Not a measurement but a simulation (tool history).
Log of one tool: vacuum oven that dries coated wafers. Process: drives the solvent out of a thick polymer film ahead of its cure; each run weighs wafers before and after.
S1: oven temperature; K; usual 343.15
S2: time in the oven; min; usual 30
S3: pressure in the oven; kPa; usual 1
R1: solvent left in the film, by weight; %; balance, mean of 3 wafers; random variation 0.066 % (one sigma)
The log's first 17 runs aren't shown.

Run 18, hour 533.5: usual settings. Result: R1 4.86 %.
Run 19, hour 568.4: usual settings but S2 38 min. Result: R1 3.5 %.
Run 20, hour 599.6: usual settings but S2 38 min. Result: R1 3.38 %.
At hour 623.3: oven's thermocouples calibrated, once more.
Run 21, hour 638.7: usual settings but S2 20 min, S3 1.83 kPa. Result: R1 7.04 %.
Run 22, hour 664: usual settings but S2 20 min, S3 1.83 kPa. Result: R1 6.97 %.
Run 23, hour 698: usual settings but S2 46 min, S3 2.89 kPa. Result: R1 2.77 %.
Run 24, hour 741.1: usual settings but S2 46 min, S3 2.89 kPa. Result: R1 2.81 %.
Run 25, hour 767.2: usual settings but S2 19 min, S3 1.58 kPa. Result: R1 7.33 %.
Run 26, hour 803.8: usual settings but S2 19 min, S3 1.58 kPa. Result: R1 7.49 %.
Run 27, hour 825.9: usual settings but S1 354.15 K. Result: R1 0.75 %.
Run 28, hour 861.8: usual settings but S1 354.15 K. Result: R1 0.76 %.
Run 29, hour 889.4: usual settings but S1 354.15 K, S3 0.84 kPa. Result: R1 0.81 %.
Run 30, hour 923: usual settings but S1 337.15 K, S2 21 min. Result: R1 9.78 %.
Run 31, hour 956.9: usual settings but S1 337.15 K, S2 19 min, S3 0.88 kPa. Result: R1 10.41 %.
Run 32, hour 977.1: usual settings but S1 335.15 K, S2 18 min, S3 1.31 kPa. Result: R1 11.91 %.
Run 33, hour 1010.1: usual settings but S1 329.15 K, S2 41 min, S3 0.63 kPa. Result: R1 9.87 %.
Run 34, hour 1041.1: usual settings but S1 354.15 K, S2 48 min, S3 3.47 kPa. Result: R1 1.03 %.
Run 35, hour 1088.4: usual settings but S1 354.15 K, S2 48 min, S3 3.47 kPa. Result: R1 0.88 %.
Run 36, hour 1128.5: usual settings but S1 353.15 K. Result: R1 1.02 %.

Forecast each of these 3 alternatives for the next run:
Run A, hour 1157.4: usual settings but S1 349.15 K, S2 16 min, S3 0.78 kPa. Result: R1 ?.
Run B, hour 1157.4: usual settings but S1 335.15 K, S2 24 min, S3 0.92 kPa. Result: R1 ?.
Run C, hour 1157.4: usual settings but S1 353.15 K, S3 3.52 kPa. Result: R1 ?.

run    R1
  A  5.34
  B  9.94
  C  1.57
Without the tool's hidden state the same runs would have given:
run    R1
  A  5.09
  B  9.67
  C  1.44
